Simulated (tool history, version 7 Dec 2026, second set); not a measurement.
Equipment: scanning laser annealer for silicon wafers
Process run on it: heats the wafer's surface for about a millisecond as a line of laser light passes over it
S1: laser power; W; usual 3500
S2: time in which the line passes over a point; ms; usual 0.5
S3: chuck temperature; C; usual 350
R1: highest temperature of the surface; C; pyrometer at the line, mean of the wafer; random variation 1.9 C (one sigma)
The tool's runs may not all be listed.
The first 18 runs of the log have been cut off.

{"run": 19, "hour": 1038.3, "S1": 3500, "S2": 0.5, "S3": 350, "R1": 1068}
{"run": 20, "hour": 1070.5, "S1": 3500, "S2": 0.616, "S3": 350, "R1": 1148}
{"run": 21, "hour": 1131.1, "S1": 3500, "S2": 0.5, "S3": 362, "R1": 1077}
{"hour": 1169.5, "done": "optics aligned, line set to its width"}
{"run": 22, "hour": 1208.7, "S1": 3500, "S2": 0.5, "S3": 362, "R1": 1094}
{"hour": 1216.7, "done": "window over the wafer cleaned"}
{"run": 23, "hour": 1242.7, "S1": 3674, "S2": 0.399, "S3": 358, "R1": 1077}
{"run": 24, "hour": 1296.6, "S1": 3674, "S2": 0.399, "S3": 358, "R1": 1074}
{"run": 25, "hour": 1358.9, "S1": 3674, "S2": 0.399, "S3": 358, "R1": 1071}
{"run": 26, "hour": 1394.7, "S1": 3674, "S2": 0.399, "S3": 358, "R1": 1065}
{"run": 27, "hour": 1460.2, "S1": 3123, "S2": 0.5, "S3": 350, "R1": 1013}
{"run": 28, "hour": 1531.4, "S1": 3634, "S2": 0.397, "S3": 350, "R1": 1042}
{"run": 29, "hour": 1585.5, "S1": 3812, "S2": 0.397, "S3": 350, "R1": 1077}
{"run": 30, "hour": 1662.4, "S1": 3812, "S2": 0.397, "S3": 350, "R1": 1071}
{"run": 31, "hour": 1705.2, "S1": 3612, "S2": 0.368, "S3": 333, "R1": 985}
{"run": 32, "hour": 1752.9, "S1": 3421, "S2": 0.455, "S3": 334, "R1": 1014}
{"run": 33, "hour": 1813.5, "S1": 3661, "S2": 0.455, "S3": 334, "R1": 1065}
{"hour": 1846.0, "done": "window over the wafer cleaned"}
{"run": 34, "hour": 1866.3, "S1": 3661, "S2": 0.455, "S3": 346, "R1": 1110}
{"run": 35, "hour": 1914.4, "S1": 3661, "S2": 0.455, "S3": 346, "R1": 1107}
{"run": 36, "hour": 1955.5, "S1": 3500, "S2": 0.5, "S3": 370, "R1": 1122}
{"run": 37, "hour": 1996.1, "S1": 3500, "S2": 0.5, "S3": 370, "R1": 1125}
{"run": 38, "hour": 2071.8, "S1": 3500, "S2": 0.5, "S3": 370, "R1": 1117}
{"run": 39, "hour": 2117.8, "S1": 3547, "S2": 0.55, "S3": 331, "R1": 1125}
{"run": 40, "hour": 2169.6, "S1": 3547, "S2": 0.55, "S3": 331, "R1": 1126}
{"run": 41, "hour": 2201.3, "S1": 3547, "S2": 0.556, "S3": 379, "R1": 1168}

Consider 4 possible next runs. They are alternatives, not a sequence: every one starts from the tool as it was left by run 41. What does each give?
{"run": "A", "hour": 2252.5, "S1": 3603, "S2": 0.471, "S3": 350, "R1": "?"}
{"run": "B", "hour": 2252.5, "S1": 3806, "S2": 0.55, "S3": 368, "R1": "?"}
{"run": "C", "hour": 2252.5, "S1": 3547, "S2": 0.519, "S3": 382, "R1": "?"}
{"run": "D", "hour": 2252.5, "S1": 3771, "S2": 0.5, "S3": 351, "R1": "?"}

run=A R1=1091
run=B R1=1218
run=C R1=1148
run=D R1=1154
With no hidden state in the tool, these same runs would have given:
run=A R1=1108
run=B R1=1237
run=C R1=1165
run=D R1=1172
